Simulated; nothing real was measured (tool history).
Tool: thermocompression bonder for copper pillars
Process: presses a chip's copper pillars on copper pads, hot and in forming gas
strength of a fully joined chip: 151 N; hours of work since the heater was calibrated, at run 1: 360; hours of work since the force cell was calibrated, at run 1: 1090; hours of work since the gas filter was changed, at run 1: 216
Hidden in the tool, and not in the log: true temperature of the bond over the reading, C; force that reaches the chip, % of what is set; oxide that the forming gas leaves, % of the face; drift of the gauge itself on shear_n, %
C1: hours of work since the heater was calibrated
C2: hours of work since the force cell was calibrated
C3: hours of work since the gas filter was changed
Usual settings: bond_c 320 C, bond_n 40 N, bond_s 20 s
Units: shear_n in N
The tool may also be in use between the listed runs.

run 1 hour=0 | bond_c=320 bond_n=40 bond_s=20 | C1=360 C2=1090 C3=216 | shear_n=72.5
run 2 hour=23.4 | bond_c=320 bond_n=40 bond_s=20 | C1=375 C2=1105 C3=231 | shear_n=72.1
run 3 hour=54.6 | bond_c=320 bond_n=40 bond_s=20 | C1=396 C2=1126 C3=252 | shear_n=71.6
run 4 hour=73.5 | bond_c=320 bond_n=40 bond_s=20 | C1=408 C2=1139 C3=264 | shear_n=71.9
run 5 hour=112.5 | bond_c=320 bond_n=40 bond_s=20 | C1=434 C2=1164 C3=290 | shear_n=70.9
run 6 hour=153.9 | bond_c=320 bond_n=40 bond_s=20 | C1=461 C2=1192 C3=317 | shear_n=71.3
run 7 hour=177.5 | bond_c=320 bond_n=59 bond_s=20 | C1=477 C2=1207 C3=333 | shear_n=84.6
-- hour=181.4 force cell calibrated
run 8 hour=214.3 | bond_c=320 bond_n=59 bond_s=20 | C1=500 C2=22 C3=356 | shear_n=88.7
run 9 hour=240.4 | bond_c=348 bond_n=40 bond_s=20 | C1=517 C2=39 C3=373 | shear_n=87.2
run 10 hour=267.3 | bond_c=348 bond_n=40 bond_s=20 | C1=535 C2=57 C3=391 | shear_n=86.9
run 11 hour=304.6 | bond_c=320 bond_n=40 bond_s=20 | C1=560 C2=81 C3=416 | shear_n=72.9
run 12 hour=345.8 | bond_c=320 bond_n=40 bond_s=11 | C1=587 C2=109 C3=443 | shear_n=58.9
run 13 hour=384.3 | bond_c=320 bond_n=40 bond_s=11 | C1=612 C2=134 C3=468 | shear_n=58.5
run 14 hour=415.6 | bond_c=320 bond_n=26 bond_s=20 | C1=633 C2=155 C3=489 | shear_n=57.2
-- hour=427 forming gas filter changed
run 15 hour=439 | bond_c=320 bond_n=26 bond_s=20 | C1=648 C2=170 C3=8 | shear_n=63.3
run 16 hour=480.1 | bond_c=320 bond_n=28 bond_s=20 | C1=675 C2=197 C3=35 | shear_n=65.5
run 17 hour=501.9 | bond_c=320 bond_n=40 bond_s=36 | C1=690 C2=211 C3=49 | shear_n=94.9
run 18 hour=541.2 | bond_c=341 bond_n=40 bond_s=20 | C1=715 C2=237 C3=75 | shear_n=89.2
run 19 hour=562.3 | bond_c=341 bond_n=40 bond_s=25 | C1=729 C2=251 C3=89 | shear_n=94.2
run 20 hour=602.2 | bond_c=341 bond_n=40 bond_s=25 | C1=756 C2=277 C3=116 | shear_n=94.6
run 21 hour=645.3 | bond_c=341 bond_n=40 bond_s=25 | C1=784 C2=306 C3=144 | shear_n=95.8
run 22 hour=677.2 | bond_c=320 bond_n=34 bond_s=20 | C1=805 C2=327 C3=165 | shear_n=70.8
run 23 hour=705.6 | bond_c=320 bond_n=57 bond_s=17 | C1=824 C2=346 C3=184 | shear_n=86.7
run 24 hour=725.6 | bond_c=320 bond_n=57 bond_s=17 | C1=837 C2=359 C3=197 | shear_n=86

The next listed run, before its measurement:
run 25 hour=763.6 | bond_c=309 bond_n=33 bond_s=17 | C1=862 C2=384 C3=222 | shear_n=?

Run 25 gave shear_n 59.8 N.
Without the tool's hidden state the same run would have given shear_n 60.2 N.
